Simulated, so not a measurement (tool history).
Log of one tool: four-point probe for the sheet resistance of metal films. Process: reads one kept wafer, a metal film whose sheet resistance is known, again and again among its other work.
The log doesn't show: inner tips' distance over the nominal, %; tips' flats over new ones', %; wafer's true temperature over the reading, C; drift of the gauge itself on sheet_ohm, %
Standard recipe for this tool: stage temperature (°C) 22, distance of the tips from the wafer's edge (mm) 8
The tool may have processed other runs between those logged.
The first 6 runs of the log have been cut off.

run,hour,stage temperature (°C),distance of the tips from the wafer's edge (mm),touches since the probe head was changed,hours of work since the stage's thermometer was calibrated,sheet resistance as the instrument gives it (ohm/square)
7,178.4,22,3,18254,761,7.744977
8,210.9,22,3,19493,777,7.744850
9,256.8,22,8,21248,800,7.652495
10,300.3,22,8,22905,821,7.651127
11,345.9,22,8,24646,844,7.651540
12,394.9,22,8,26517,868,7.652539
13,424.1,22,8,27631,882,7.652813
14,450.3,22,8,28629,895,7.654593
15,495.3,22,8,30350,917,7.653401
16,521.0,22,8,31328,930,7.657487
17,555.1,19,8,32631,946,7.657192
18,592.4,29,12,34055,965,7.644893
19,620.6,24,19,35128,978,7.642056
20,661.2,20,8,36678,998,7.658275
21,708.9,23,12,38500,1022,7.650140

What does the tool deliver on the next run?
22,734.5,34,39,39478,1034,?

sheet resistance as the instrument gives it (ohm/square): 7.636896
The same run, on a tool lacking any hidden state, would have yielded sheet resistance as the instrument gives it (ohm/square) 7.631517.
